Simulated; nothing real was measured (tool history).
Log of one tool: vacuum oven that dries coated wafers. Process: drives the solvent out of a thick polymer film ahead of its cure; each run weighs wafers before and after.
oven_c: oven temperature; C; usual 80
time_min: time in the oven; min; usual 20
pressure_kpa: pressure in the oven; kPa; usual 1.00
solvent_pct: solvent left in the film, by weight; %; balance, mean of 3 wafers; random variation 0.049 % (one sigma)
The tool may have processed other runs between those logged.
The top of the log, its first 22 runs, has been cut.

run,hour,oven_c,time_min,pressure_kpa,hours of work since the thermocouples were calibrated,hours of work since the vacuum gauge was cleaned of residue,solvent_pct
23,341.2,79,20,1.00,579,380,4.55
24,352.5,76,31,0.67,585,386,3.16
25,369.0,67,25,1.15,594,394,8.55
26,379.4,89,13,0.89,599,400,3.22
27,398.8,70,13,0.62,609,410,10.49
28,415.1,70,13,0.62,618,418,10.53
29,425.1,70,13,0.62,623,424,10.54
30,441.4,70,13,0.62,632,432,10.72
31,457.3,76,13,0.92,640,441,8.38
32,477.2,76,13,0.92,650,451,8.38

Predict each of these 3 candidate next runs independently; none follows another, all start after run 32:
A,488.4,76,25,1.12,656,457,?
B,488.4,66,10,0.98,656,457,?
C,488.4,80,21,1.00,656,457,?

run,solvent_pct
A,4.63
B,13.57
C,3.96
Stripped of hidden state, with their random variation kept, the same runs would have yielded:
run,solvent_pct
A,4.51
B,13.48
C,3.86
